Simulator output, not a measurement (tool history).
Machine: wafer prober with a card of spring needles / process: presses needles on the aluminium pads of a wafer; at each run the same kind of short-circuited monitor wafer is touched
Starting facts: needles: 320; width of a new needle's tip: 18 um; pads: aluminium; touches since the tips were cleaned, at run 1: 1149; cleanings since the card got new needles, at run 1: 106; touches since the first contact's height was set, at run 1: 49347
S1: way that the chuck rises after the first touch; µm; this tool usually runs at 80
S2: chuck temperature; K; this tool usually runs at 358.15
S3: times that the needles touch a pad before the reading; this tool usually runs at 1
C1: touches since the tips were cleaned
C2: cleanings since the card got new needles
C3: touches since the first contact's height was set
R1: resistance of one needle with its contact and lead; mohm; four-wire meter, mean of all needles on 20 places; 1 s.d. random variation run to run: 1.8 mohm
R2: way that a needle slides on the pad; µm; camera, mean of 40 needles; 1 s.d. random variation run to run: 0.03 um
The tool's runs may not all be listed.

{"run": 1, "hour": 0.0, "S1": 80, "S2": 358.15, "S3": 1, "C1": 1149, "C2": 106, "C3": 49347, "R1": 228, "R2": 19.8}
{"hour": 16.8, "done": "tips cleaned on abrasive film"}
{"hour": 33.7, "done": "tips cleaned on abrasive film"}
{"run": 2, "hour": 39.9, "S1": 80, "S2": 358.15, "S3": 1, "C1": 1934, "C2": 108, "C3": 61702, "R1": 248, "R2": 19.75}
{"hour": 52.1, "done": "tips cleaned on abrasive film"}
{"hour": 69.0, "done": "tips cleaned on abrasive film"}
{"hour": 77.5, "done": "height of the first contact set anew"}
{"hour": 90.2, "done": "tips cleaned on abrasive film"}
{"hour": 111.2, "done": "tips cleaned on abrasive film"}
{"hour": 128.0, "done": "tips cleaned on abrasive film"}
{"run": 3, "hour": 134.5, "S1": 80, "S2": 358.15, "S3": 2, "C1": 2000, "C2": 113, "C3": 17632, "R1": 220, "R2": 19.82}
{"hour": 147.1, "done": "tips cleaned on abrasive film"}
{"hour": 167.9, "done": "tips cleaned on abrasive film"}
{"hour": 188.3, "done": "tips cleaned on abrasive film"}
{"run": 4, "hour": 188.3, "S1": 81, "S2": 358.15, "S3": 1, "C1": 0, "C2": 116, "C3": 34300, "R1": 197, "R2": 20}
{"hour": 209.4, "done": "tips cleaned on abrasive film"}
{"hour": 230.4, "done": "tips cleaned on abrasive film"}
{"hour": 247.2, "done": "tips cleaned on abrasive film"}
{"hour": 266.6, "done": "tips cleaned on abrasive film"}
{"run": 5, "hour": 266.6, "S1": 81, "S2": 358.15, "S3": 2, "C1": 0, "C2": 120, "C3": 58544, "R1": 197, "R2": 20.05}
{"hour": 287.7, "done": "tips cleaned on abrasive film"}
{"hour": 304.5, "done": "tips cleaned on abrasive film"}
{"hour": 313.2, "done": "height of the first contact set anew"}
{"hour": 325.9, "done": "tips cleaned on abrasive film"}
{"run": 6, "hour": 334.0, "S1": 71, "S2": 322.15, "S3": 1, "C1": 2530, "C2": 123, "C3": 6438, "R1": 256, "R2": 17.63}
{"hour": 346.6, "done": "tips cleaned on abrasive film"}
{"hour": 367.7, "done": "tips cleaned on abrasive film"}
{"hour": 388.7, "done": "tips cleaned on abrasive film"}
{"hour": 408.8, "done": "tips cleaned on abrasive film"}
{"run": 7, "hour": 408.8, "S1": 84, "S2": 301.15, "S3": 1, "C1": 0, "C2": 127, "C3": 29593, "R1": 191, "R2": 20.86}
{"hour": 429.8, "done": "tips cleaned on abrasive film"}
{"hour": 450.9, "done": "tips cleaned on abrasive film"}
{"run": 8, "hour": 453.3, "S1": 70, "S2": 364.15, "S3": 3, "C1": 772, "C2": 129, "C3": 43391, "R1": 210, "R2": 17.34}
{"hour": 470.2, "done": "tips cleaned on abrasive film"}
{"hour": 491.0, "done": "tips cleaned on abrasive film"}
{"run": 9, "hour": 495.4, "S1": 96, "S2": 358.15, "S3": 2, "C1": 1377, "C2": 131, "C3": 56418, "R1": 210, "R2": 23.74}
{"hour": 508.1, "done": "tips cleaned on abrasive film"}
{"hour": 528.9, "done": "tips cleaned on abrasive film"}
{"hour": 549.9, "done": "tips cleaned on abrasive film"}
{"hour": 550.2, "done": "height of the first contact set anew"}
{"run": 10, "hour": 561.1, "S1": 96, "S2": 358.15, "S3": 2, "C1": 3384, "C2": 134, "C3": 3384, "R1": 220, "R2": 23.97}

Here are 5 independent what-if runs from the current tool condition. What would each one return?
{"hour": 569.6, "done": "tips cleaned on abrasive film"}
{"hour": 586.4, "done": "tips cleaned on abrasive film"}
{"hour": 607.4, "done": "tips cleaned on abrasive film"}
{"hour": 628.2, "done": "tips cleaned on abrasive film"}
{"run": "A", "hour": 632.7, "S1": 99, "S2": 358.15, "S3": 1, "C1": 1383, "C2": 138, "C3": 25533, "R1": "?", "R2": "?"}
{"hour": 569.6, "done": "tips cleaned on abrasive film"}
{"hour": 586.4, "done": "tips cleaned on abrasive film"}
{"hour": 607.4, "done": "tips cleaned on abrasive film"}
{"hour": 628.2, "done": "tips cleaned on abrasive film"}
{"run": "B", "hour": 632.7, "S1": 75, "S2": 311.15, "S3": 1, "C1": 1383, "C2": 138, "C3": 25533, "R1": "?", "R2": "?"}
{"hour": 569.6, "done": "tips cleaned on abrasive film"}
{"hour": 586.4, "done": "tips cleaned on abrasive film"}
{"hour": 607.4, "done": "tips cleaned on abrasive film"}
{"hour": 628.2, "done": "tips cleaned on abrasive film"}
{"run": "C", "hour": 632.7, "S1": 86, "S2": 344.15, "S3": 3, "C1": 1383, "C2": 138, "C3": 25533, "R1": "?", "R2": "?"}
{"hour": 569.6, "done": "tips cleaned on abrasive film"}
{"hour": 586.4, "done": "tips cleaned on abrasive film"}
{"hour": 607.4, "done": "tips cleaned on abrasive film"}
{"hour": 628.2, "done": "tips cleaned on abrasive film"}
{"run": "D", "hour": 632.7, "S1": 81, "S2": 358.15, "S3": 2, "C1": 1383, "C2": 138, "C3": 25533, "R1": "?", "R2": "?"}
{"hour": 569.6, "done": "tips cleaned on abrasive film"}
{"hour": 586.4, "done": "tips cleaned on abrasive film"}
{"hour": 607.4, "done": "tips cleaned on abrasive film"}
{"hour": 628.2, "done": "tips cleaned on abrasive film"}
{"run": "E", "hour": 632.7, "S1": 65, "S2": 358.15, "S3": 2, "C1": 1383, "C2": 138, "C3": 25533, "R1": "?", "R2": "?"}

run=A R1=223 R2=24.61
run=B R1=233 R2=18.64
run=C R1=203 R2=21.36
run=D R1=214 R2=20.09
run=E R1=230 R2=16.12
What these runs would have given with no unlogged condition in the tool:
run=A R1=194 R2=24.68
run=B R1=183 R2=18.71
run=C R1=188 R2=21.44
run=D R1=189 R2=20.17
run=E R1=193 R2=16.2
